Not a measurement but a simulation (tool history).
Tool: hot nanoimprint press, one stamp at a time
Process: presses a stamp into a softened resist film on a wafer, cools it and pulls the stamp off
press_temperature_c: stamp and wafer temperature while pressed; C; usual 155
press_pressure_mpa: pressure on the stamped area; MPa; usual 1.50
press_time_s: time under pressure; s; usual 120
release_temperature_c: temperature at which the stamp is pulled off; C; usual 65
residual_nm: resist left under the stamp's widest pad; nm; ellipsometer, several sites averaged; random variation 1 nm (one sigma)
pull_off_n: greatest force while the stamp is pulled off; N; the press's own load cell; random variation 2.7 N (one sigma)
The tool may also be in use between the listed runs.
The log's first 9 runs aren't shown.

At hour 277.2: plate thermocouple calibrated.
Run 10, hour 304.7: usual settings but release_temperature_c 60 C. Result: residual_nm 155.8 nm, pull_off_n 145 N.
Run 11, hour 341.5: usual settings but release_temperature_c 60 C. Result: residual_nm 155.9 nm, pull_off_n 150 N.
Run 12, hour 363.3: usual settings but release_temperature_c 60 C. Result: residual_nm 159.1 nm, pull_off_n 147 N.
Run 13, hour 401.9: usual settings but release_temperature_c 60 C. Result: residual_nm 157.6 nm, pull_off_n 156 N.
Run 14, hour 442.8: usual settings. Result: residual_nm 158.6 nm, pull_off_n 156 N.
At hour 458.0: stamp cleaned and given a new release coat.
Run 15, hour 472.0: usual settings. Result: residual_nm 157.8 nm, pull_off_n 123 N.
Run 16, hour 505.5: usual settings. Result: residual_nm 159.2 nm, pull_off_n 127 N.
At hour 515.6: plate thermocouple calibrated, once more.
Run 17, hour 531.9: usual settings. Result: residual_nm 149.1 nm, pull_off_n 132 N.
Run 18, hour 577.0: usual settings but press_pressure_mpa 1.66 MPa. Result: residual_nm 143.6 nm, pull_off_n 136 N.
Run 19, hour 604.5: usual settings but press_temperature_c 161 C, press_pressure_mpa 0.97 MPa, press_time_s 60 s. Result: residual_nm 180.2 nm, pull_off_n 138 N.
Run 20, hour 649.3: usual settings but press_temperature_c 161 C, release_temperature_c 60 C. Result: residual_nm 125.1 nm, pull_off_n 147 N.
Run 21, hour 677.6: usual settings but press_temperature_c 161 C, press_time_s 209 s, release_temperature_c 60 C. Result: residual_nm 105.1 nm, pull_off_n 153 N.
Run 22, hour 706.0: usual settings but press_temperature_c 161 C, press_time_s 209 s, release_temperature_c 60 C. Result: residual_nm 105.5 nm, pull_off_n 151 N.
At hour 743.6: stamp cleaned and given a new release coat.
Run 23, hour 745.9: usual settings but press_pressure_mpa 1.19 MPa, press_time_s 201 s. Result: residual_nm 143.0 nm, pull_off_n 130 N.
At hour 763.7: press's hydraulic seals changed and the load cell set to zero.
Run 24, hour 785.5: usual settings but press_pressure_mpa 1.19 MPa, press_time_s 201 s. Result: residual_nm 140.3 nm, pull_off_n 128 N.
Run 25, hour 826.9: usual settings but press_temperature_c 161 C, press_pressure_mpa 1.39 MPa, press_time_s 105 s, release_temperature_c 72 C. Result: residual_nm 134.1 nm, pull_off_n 122 N.
Run 26, hour 855.9: usual settings but press_temperature_c 161 C, press_pressure_mpa 1.39 MPa, press_time_s 105 s, release_temperature_c 72 C. Result: residual_nm 137.2 nm, pull_off_n 123 N.
Run 27, hour 895.1: usual settings but release_temperature_c 52 C. Result: residual_nm 152.2 nm, pull_off_n 157 N.
Run 28, hour 931.3: usual settings but release_temperature_c 52 C. Result: residual_nm 152.6 nm, pull_off_n 159 N.
Run 29, hour 965.1: usual settings but press_pressure_mpa 1.38 MPa, release_temperature_c 52 C. Result: residual_nm 158.4 nm, pull_off_n 162 N.
Run 30, hour 997.6: usual settings but press_pressure_mpa 1.38 MPa, release_temperature_c 52 C. Result: residual_nm 158.3 nm, pull_off_n 171 N.

4 ways to go on from here, each from the tool as it stands after run 30. What would each give?
Run A, hour 1025.1: usual settings but press_time_s 215 s. Result: residual_nm ?, pull_off_n ?.
Run B, hour 1025.1: usual settings but press_pressure_mpa 2.07 MPa, release_temperature_c 54 C. Result: residual_nm ?, pull_off_n ?.
Run C, hour 1025.1: usual settings but release_temperature_c 60 C. Result: residual_nm ?, pull_off_n ?.
Run D, hour 1025.1: usual settings but press_temperature_c 145 C, release_temperature_c 53 C. Result: residual_nm ?, pull_off_n ?.

run  residual_nm  pull_off_n
  A        127.9         149
  B        133.6         169
  C        153.1         157
  D        197.2         166
Without the tool's hidden state the same runs would have given:
run  residual_nm  pull_off_n
  A        122.8         120
  B        128.4         136
  C        147.8         126
  D        192.1         134
